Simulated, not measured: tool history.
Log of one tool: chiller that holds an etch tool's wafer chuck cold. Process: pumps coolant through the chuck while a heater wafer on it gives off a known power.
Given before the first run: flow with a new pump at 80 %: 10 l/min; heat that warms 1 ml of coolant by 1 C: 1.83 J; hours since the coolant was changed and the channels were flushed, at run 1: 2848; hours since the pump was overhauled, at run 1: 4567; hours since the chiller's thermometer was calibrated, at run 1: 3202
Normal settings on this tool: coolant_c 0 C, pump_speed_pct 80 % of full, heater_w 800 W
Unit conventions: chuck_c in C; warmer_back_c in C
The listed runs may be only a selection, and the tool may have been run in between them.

| run | day | coolant_c | pump_speed_pct | heater_w | hours since the coolant was changed and the channels were flushed | hours since the pump was overhauled | hours since the chiller's thermometer was calibrated | chuck_c | warmer_back_c |
|---|---|---|---|---|---|---|---|---|---|
| 1 | 0.000 | 0 | 80 | 800 | 2848 | 4567 | 3202 | 5.63 | 2.90 |
| 2 | 6.212 | 0 | 62 | 800 | 2997 | 4716 | 3351 | 7.11 | 3.87 |
| 3 | 11.333 | 0 | 62 | 800 | 3120 | 4839 | 3474 | 7.08 | 3.75 |
| 4 | 15.667 | 1 | 62 | 800 | 3224 | 4943 | 3578 | 8.23 | 3.85 |
| 5 | 21.300 | 1 | 62 | 800 | 3359 | 5078 | 3713 | 7.99 | 3.87 |
| 6 | 26.388 | 1 | 62 | 800 | 3482 | 5200 | 3835 | 8.33 | 3.85 |
| 7 | 32.304 | 1 | 62 | 800 | 3623 | 5342 | 3977 | 8.25 | 3.93 |
|  | 37.738 | chiller's thermometer calibrated |
| 8 | 38.400 | 0 | 80 | 1185 | 3769 | 5487 | 16 | 9.62 | 4.43 |
| 9 | 45.712 | 0 | 84 | 1185 | 3944 | 5663 | 191 | 9.32 | 4.21 |
|  | 46.675 | coolant pump overhauled |
| 10 | 49.679 | 0 | 79 | 800 | 4035 | 72 | 282 | 7.16 | 3.42 |
| 11 | 54.062 | 5 | 80 | 800 | 4140 | 177 | 387 | 12.04 | 3.40 |
| 12 | 59.612 | 0 | 80 | 800 | 4273 | 310 | 520 | 7.09 | 3.30 |
| 13 | 63.567 | -9 | 80 | 1118 | 4368 | 405 | 615 | 1.02 | 4.69 |
|  | 69.862 | coolant changed, channels flushed |
| 14 | 71.275 | -9 | 80 | 1118 | 34 | 584 | 794 | -0.26 | 4.75 |
|  | 74.954 | coolant pump overhauled, once more |
| 15 | 75.371 | 3 | 88 | 630 | 127 | 10 | 887 | 6.59 | 1.83 |
| 16 | 82.679 | 8 | 77 | 800 | 303 | 185 | 1063 | 13.31 | 2.74 |
| 17 | 90.508 | 5 | 99 | 861 | 490 | 373 | 1250 | 9.63 | 2.20 |
| 18 | 95.304 | 5 | 99 | 861 | 606 | 488 | 1366 | 9.49 | 2.20 |
| 19 | 102.379 | 0 | 66 | 574 | 775 | 658 | 1535 | 4.29 | 2.37 |
| 20 | 107.725 | 6 | 98 | 574 | 904 | 787 | 1664 | 9.13 | 1.53 |
| 21 | 112.358 | 7 | 80 | 805 | 1015 | 898 | 1775 | 12.25 | 2.66 |
| 22 | 117.983 | 7 | 80 | 805 | 1150 | 1033 | 1910 | 12.17 | 2.62 |
| 23 | 126.338 | 7 | 80 | 805 | 1350 | 1233 | 2110 | 12.34 | 2.69 |
| 24 | 130.758 | 7 | 80 | 805 | 1457 | 1339 | 2216 | 12.24 | 2.73 |

4 options for the next run, each taken on its own from the tool as it stands now. Forecast them:
| A | 136.358 | -9 | 80 | 1055 | 1591 | 1474 | 2351 | ? | ? |
| B | 136.358 | 0 | 96 | 800 | 1591 | 1474 | 2351 | ? | ? |
| C | 136.358 | 4 | 76 | 994 | 1591 | 1474 | 2351 | ? | ? |
| D | 136.358 | -6 | 99 | 805 | 1591 | 1474 | 2351 | ? | ? |

| run | chuck_c | warmer_back_c |
|---|---|---|
| A | -1.99 | 3.56 |
| B | 4.43 | 2.22 |
| C | 10.78 | 3.54 |
| D | -1.65 | 2.18 |
Stripped of hidden state, with their random variation kept, the same runs would have yielded:
| run | chuck_c | warmer_back_c |
|---|---|---|
| A | -2.12 | 3.46 |
| B | 4.47 | 2.16 |
| C | 10.66 | 3.44 |
| D | -1.60 | 2.12 |

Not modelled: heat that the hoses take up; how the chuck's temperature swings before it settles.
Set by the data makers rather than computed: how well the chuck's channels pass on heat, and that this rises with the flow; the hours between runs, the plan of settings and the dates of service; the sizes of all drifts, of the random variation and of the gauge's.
